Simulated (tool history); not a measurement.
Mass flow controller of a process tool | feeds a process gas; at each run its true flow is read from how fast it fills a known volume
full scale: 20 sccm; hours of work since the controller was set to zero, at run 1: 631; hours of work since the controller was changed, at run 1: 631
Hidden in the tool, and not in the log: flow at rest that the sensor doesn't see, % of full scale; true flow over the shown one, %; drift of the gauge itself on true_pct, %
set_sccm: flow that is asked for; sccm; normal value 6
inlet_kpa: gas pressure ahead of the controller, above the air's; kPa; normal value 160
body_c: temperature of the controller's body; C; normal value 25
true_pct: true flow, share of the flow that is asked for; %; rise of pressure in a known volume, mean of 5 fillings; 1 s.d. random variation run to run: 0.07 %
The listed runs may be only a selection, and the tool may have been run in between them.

| run | hour | set_sccm | inlet_kpa | body_c | hours of work since the controller was set to zero | hours of work since the controller was changed | true_pct |
|---|---|---|---|---|---|---|---|
| 1 | 0.0 | 6 | 160 | 25 | 631 | 631 | 98.63 |
| 2 | 94.5 | 6 | 160 | 25 | 702 | 702 | 98.58 |
| 3 | 194.3 | 6 | 160 | 25 | 777 | 777 | 98.65 |
| 4 | 315.0 | 6 | 174 | 25 | 868 | 868 | 98.80 |
| 5 | 415.3 | 6 | 174 | 29 | 944 | 944 | 98.36 |
| 6 | 507.8 | 6 | 174 | 29 | 1014 | 1014 | 98.53 |
| 7 | 595.6 | 6 | 174 | 29 | 1080 | 1080 | 98.46 |
| 8 | 670.6 | 6 | 174 | 29 | 1136 | 1136 | 98.53 |
| 9 | 721.9 | 6 | 160 | 25 | 1175 | 1175 | 98.67 |
| 10 | 817.0 | 6 | 160 | 25 | 1247 | 1247 | 98.58 |
| 11 | 927.3 | 6 | 160 | 25 | 1330 | 1330 | 98.49 |
| 12 | 992.4 | 6 | 160 | 25 | 1379 | 1379 | 98.71 |
| 13 | 1044.9 | 6 | 160 | 25 | 1419 | 1419 | 98.57 |
| 14 | 1111.3 | 6 | 160 | 25 | 1469 | 1469 | 98.67 |
| 15 | 1162.8 | 6 | 160 | 25 | 1507 | 1507 | 98.72 |
| 16 | 1276.2 | 6 | 160 | 25 | 1593 | 1593 | 98.67 |
| 17 | 1389.9 | 6 | 160 | 22 | 1679 | 1679 | 98.75 |
| 18 | 1504.1 | 6 | 160 | 22 | 1765 | 1765 | 98.81 |
| 19 | 1559.7 | 9 | 160 | 22 | 1807 | 1807 | 99.07 |
| 20 | 1625.5 | 5 | 225 | 33 | 1856 | 1856 | 98.60 |
| 21 | 1704.0 | 3 | 225 | 32 | 1915 | 1915 | 98.45 |
| 22 | 1757.7 | 9 | 165 | 25 | 1956 | 1956 | 98.88 |
| 23 | 1833.9 | 9 | 252 | 29 | 2013 | 2013 | 99.19 |
| 24 | 1889.2 | 6 | 201 | 24 | 2055 | 2055 | 99.10 |
| 25 | 1996.6 | 8 | 181 | 25 | 2136 | 2136 | 98.92 |
| 26 | 2111.4 | 3 | 239 | 37 | 2222 | 2222 | 98.22 |
| 27 | 2223.0 | 18 | 218 | 29 | 2307 | 2307 | 99.75 |
| 28 | 2307.6 | 17 | 238 | 22 | 2370 | 2370 | 100.39 |
| 29 | 2368.1 | 17 | 238 | 22 | 2416 | 2416 | 100.25 |
| 30 | 2484.4 | 17 | 238 | 22 | 2504 | 2504 | 100.18 |
| 31 | 2538.8 | 6 | 262 | 25 | 2545 | 2545 | 99.29 |
| 32 | 2618.4 | 6 | 160 | 22 | 2605 | 2605 | 98.76 |
| 33 | 2735.9 | 18 | 168 | 23 | 2693 | 2693 | 99.80 |
| 34 | 2841.0 | 10 | 208 | 29 | 2772 | 2772 | 99.03 |
| 35 | 2897.5 | 10 | 208 | 29 | 2815 | 2815 | 99.12 |
| 36 | 3009.9 | 5 | 160 | 25 | 2900 | 2900 | 98.60 |
| 37 | 3113.1 | 8 | 142 | 25 | 2977 | 2977 | 98.68 |
| 38 | 3217.2 | 8 | 218 | 25 | 3056 | 3056 | 99.22 |

5 ways to go on from here, each from the tool as it stands after run 38. What would each give?
| A | 3312.0 | 6 | 163 | 25 | 3127 | 3127 | ? |
| B | 3312.0 | 5 | 166 | 31 | 3127 | 3127 | ? |
| C | 3312.0 | 2 | 160 | 29 | 3127 | 3127 | ? |
| D | 3312.0 | 3 | 222 | 24 | 3127 | 3127 | ? |
| E | 3312.0 | 6 | 160 | 32 | 3127 | 3127 | ? |

| run | true_pct |
|---|---|
| A | 98.69 |
| B | 98.39 |
| C | 98.13 |
| D | 99.03 |
| E | 98.14 |
Had the tool no hidden state, the same runs would have come out as:
| run | true_pct |
|---|---|
| A | 98.68 |
| B | 98.38 |
| C | 98.10 |
| D | 99.01 |
| E | 98.13 |
